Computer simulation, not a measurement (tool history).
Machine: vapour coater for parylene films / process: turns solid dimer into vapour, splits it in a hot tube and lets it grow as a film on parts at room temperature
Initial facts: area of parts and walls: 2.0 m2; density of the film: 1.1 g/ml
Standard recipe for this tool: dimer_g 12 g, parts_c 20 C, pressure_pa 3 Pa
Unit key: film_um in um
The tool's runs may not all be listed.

run	day	dimer_g	parts_c	pressure_pa	film_um
1	0	12	20	3	4.16
2	1.421	12	20	3	4.17
3	2.996	12	20	3	4.16
# day 3.246: trap's valve overhauled
4	4.117	12	20	3	4.19
5	5.012	12	20	3	4.16
6	5.938	12	20	3	4.2
7	7.417	12	20	3	4.17
8	8.321	12	20	3	4.21
9	9.138	12	20	2.28	4.4
10	10.096	12	20	2.28	4.44
11	11.162	12	20	2.3	4.35
12	12.5	12	20	2.3	4.42
13	13.621	12	20	2.3	4.35
14	15.162	7	16	2.83	2.99
15	16.65	13	30	3.76	2.75
16	17.688	11	30	3.76	2.32
17	18.829	7	20	4.69	2.26
18	19.6	7	20	4.69	2.24
19	20.733	12	20	6.07	3.68
20	21.629	21	29	3.37	4.78
21	22.571	21	29	3.37	4.68
22	23.488	6	27	3.76	1.46
23	24.462	15	21	2.13	5.31
# day 25.608: trap's valve overhauled
24	25.958	13	20	3.43	4.44
25	26.683	12	15	2.54	5.38

Branching from run 25: 4 alternative next runs. What would each branch give?
A	27.796	12	15	5.81	?
B	27.796	7	16	3.86	?
C	27.796	12	14	4.57	?
D	27.796	12	20	4.28	?

run	film_um
A	4.63
B	2.82
C	5.19
D	3.93
Stripped of hidden state, with their random variation kept, the same runs would have yielded:
run	film_um
A	4.65
B	2.84
C	5.21
D	3.95
